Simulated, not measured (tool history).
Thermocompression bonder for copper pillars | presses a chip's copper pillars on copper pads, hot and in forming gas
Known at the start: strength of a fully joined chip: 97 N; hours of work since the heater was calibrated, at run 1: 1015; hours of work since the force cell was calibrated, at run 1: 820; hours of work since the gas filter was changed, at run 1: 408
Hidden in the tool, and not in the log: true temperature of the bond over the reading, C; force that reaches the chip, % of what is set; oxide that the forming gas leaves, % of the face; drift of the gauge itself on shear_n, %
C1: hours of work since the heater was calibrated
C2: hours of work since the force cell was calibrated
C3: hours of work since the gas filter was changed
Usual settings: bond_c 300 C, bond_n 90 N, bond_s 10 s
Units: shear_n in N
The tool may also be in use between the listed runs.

run 1 hour=0 | bond_c=300 bond_n=90 bond_s=10 | C1=1015 C2=820 C3=408 | shear_n=44.2
-- hour=19.5 forming gas filter changed
run 2 hour=23.4 | bond_c=300 bond_n=90 bond_s=10 | C1=1028 C2=833 C3=2 | shear_n=44.5
run 3 hour=46.5 | bond_c=300 bond_n=68 bond_s=10 | C1=1041 C2=846 C3=15 | shear_n=32.3
run 4 hour=67.8 | bond_c=300 bond_n=68 bond_s=10 | C1=1053 C2=858 C3=27 | shear_n=32.7
run 5 hour=102 | bond_c=300 bond_n=68 bond_s=10 | C1=1073 C2=877 C3=47 | shear_n=32.7
run 6 hour=133.6 | bond_c=300 bond_n=68 bond_s=10 | C1=1091 C2=895 C3=64 | shear_n=32.3
run 7 hour=172.3 | bond_c=300 bond_n=68 bond_s=10 | C1=1112 C2=917 C3=86 | shear_n=32.5
-- hour=186.4 heater calibrated with a thermocouple chip
run 8 hour=199.1 | bond_c=300 bond_n=68 bond_s=10 | C1=7 C2=931 C3=100 | shear_n=32.5
run 9 hour=222.4 | bond_c=300 bond_n=68 bond_s=10 | C1=20 C2=944 C3=113 | shear_n=32.4
run 10 hour=262.8 | bond_c=300 bond_n=58 bond_s=10 | C1=43 C2=967 C3=136 | shear_n=26.6
run 11 hour=313.5 | bond_c=300 bond_n=58 bond_s=10 | C1=72 C2=996 C3=165 | shear_n=26.6
run 12 hour=356.1 | bond_c=314 bond_n=58 bond_s=10 | C1=96 C2=1020 C3=189 | shear_n=32.1
run 13 hour=381.7 | bond_c=314 bond_n=58 bond_s=29 | C1=110 C2=1034 C3=203 | shear_n=47.4
run 14 hour=411.8 | bond_c=314 bond_n=126 bond_s=29 | C1=127 C2=1051 C3=220 | shear_n=85.7
run 15 hour=454.1 | bond_c=314 bond_n=126 bond_s=29 | C1=151 C2=1075 C3=244 | shear_n=86.6
run 16 hour=489.2 | bond_c=314 bond_n=126 bond_s=29 | C1=171 C2=1095 C3=264 | shear_n=86.1
run 17 hour=533.2 | bond_c=314 bond_n=95 bond_s=29 | C1=196 C2=1120 C3=289 | shear_n=73.9
run 18 hour=576.7 | bond_c=314 bond_n=95 bond_s=29 | C1=220 C2=1144 C3=313 | shear_n=73.9
run 19 hour=613.4 | bond_c=300 bond_n=90 bond_s=5 | C1=241 C2=1165 C3=334 | shear_n=34.7
run 20 hour=649.6 | bond_c=300 bond_n=90 bond_s=10 | C1=261 C2=1185 C3=354 | shear_n=45.7
run 21 hour=693.5 | bond_c=300 bond_n=90 bond_s=26 | C1=286 C2=1210 C3=379 | shear_n=62.1
run 22 hour=723 | bond_c=328 bond_n=95 bond_s=17 | C1=303 C2=1227 C3=396 | shear_n=72
-- hour=764.1 forming gas filter changed
run 23 hour=764.1 | bond_c=300 bond_n=90 bond_s=14 | C1=326 C2=1250 C3=0 | shear_n=51.5
run 24 hour=799.8 | bond_c=300 bond_n=90 bond_s=14 | C1=346 C2=1270 C3=20 | shear_n=51.6
run 25 hour=841.6 | bond_c=300 bond_n=90 bond_s=14 | C1=370 C2=1293 C3=44 | shear_n=51.4
run 26 hour=867.8 | bond_c=275 bond_n=108 bond_s=6 | C1=384 C2=1308 C3=58 | shear_n=34.2
run 27 hour=890.2 | bond_c=275 bond_n=108 bond_s=6 | C1=397 C2=1321 C3=71 | shear_n=34.2
-- hour=904.3 force cell calibrated
run 28 hour=928 | bond_c=302 bond_n=106 bond_s=20 | C1=417 C2=13 C3=92 | shear_n=67.7
-- hour=952.5 gauge calibrated
run 29 hour=964.9 | bond_c=302 bond_n=106 bond_s=20 | C1=438 C2=34 C3=112 | shear_n=66.1
run 30 hour=1012.3 | bond_c=326 bond_n=124 bond_s=10 | C1=465 C2=61 C3=139 | shear_n=74
run 31 hour=1040.5 | bond_c=306 bond_n=56 bond_s=15 | C1=481 C2=77 C3=155 | shear_n=32.5
run 32 hour=1062.8 | bond_c=271 bond_n=123 bond_s=21 | C1=493 C2=89 C3=168 | shear_n=57.5
run 33 hour=1093.1 | bond_c=308 bond_n=89 bond_s=10 | C1=511 C2=107 C3=185 | shear_n=48.2
run 34 hour=1119.1 | bond_c=308 bond_n=89 bond_s=10 | C1=525 C2=121 C3=199 | shear_n=48.3
run 35 hour=1167.1 | bond_c=273 bond_n=66 bond_s=6 | C1=552 C2=148 C3=227 | shear_n=17.2
run 36 hour=1209.5 | bond_c=273 bond_n=66 bond_s=6 | C1=576 C2=172 C3=251 | shear_n=17.5
run 37 hour=1254.9 | bond_c=281 bond_n=90 bond_s=10 | C1=602 C2=198 C3=276 | shear_n=35.8
run 38 hour=1290.6 | bond_c=310 bond_n=90 bond_s=12 | C1=622 C2=218 C3=296 | shear_n=53.1
run 39 hour=1320.8 | bond_c=300 bond_n=79 bond_s=10 | C1=639 C2=235 C3=313 | shear_n=38.9

Measured less the same run without the tool's hidden state. The same run-to-run variation is in both; the gauge's scatter may not be:
run=1 shear_n=+0.1
run=2 shear_n=+0.2
run=3 shear_n=+0.2
run=4 shear_n=+0.2
run=5 shear_n=+0.3
run=6 shear_n=+0.2
run=7 shear_n=+0.3
run=8 shear_n=+0.2
run=9 shear_n=+0.2
run=10 shear_n=+0.2
run=11 shear_n=+0.3
run=12 shear_n=+0.3
run=13 shear_n=+0.5
run=14 shear_n=+0.8
run=15 shear_n=+0.9
run=16 shear_n=+1
run=17 shear_n=+1
run=18 shear_n=+1
run=19 shear_n=+0.5
run=20 shear_n=+0.8
run=21 shear_n=+1.1
run=22 shear_n=+1.2
run=23 shear_n=+1.2
run=24 shear_n=+1.1
run=25 shear_n=+1.2
run=26 shear_n=+0.8
run=27 shear_n=+0.9
run=28 shear_n=+1.6
run=29 shear_n=+0
run=30 shear_n=+0.1
run=31 shear_n=+0.1
run=32 shear_n=+0.2
run=33 shear_n=+0.2
run=34 shear_n=+0.3
run=35 shear_n=+0.1
run=36 shear_n=+0.2
run=37 shear_n=+0.3
run=38 shear_n=+0.5
run=39 shear_n=+0.3

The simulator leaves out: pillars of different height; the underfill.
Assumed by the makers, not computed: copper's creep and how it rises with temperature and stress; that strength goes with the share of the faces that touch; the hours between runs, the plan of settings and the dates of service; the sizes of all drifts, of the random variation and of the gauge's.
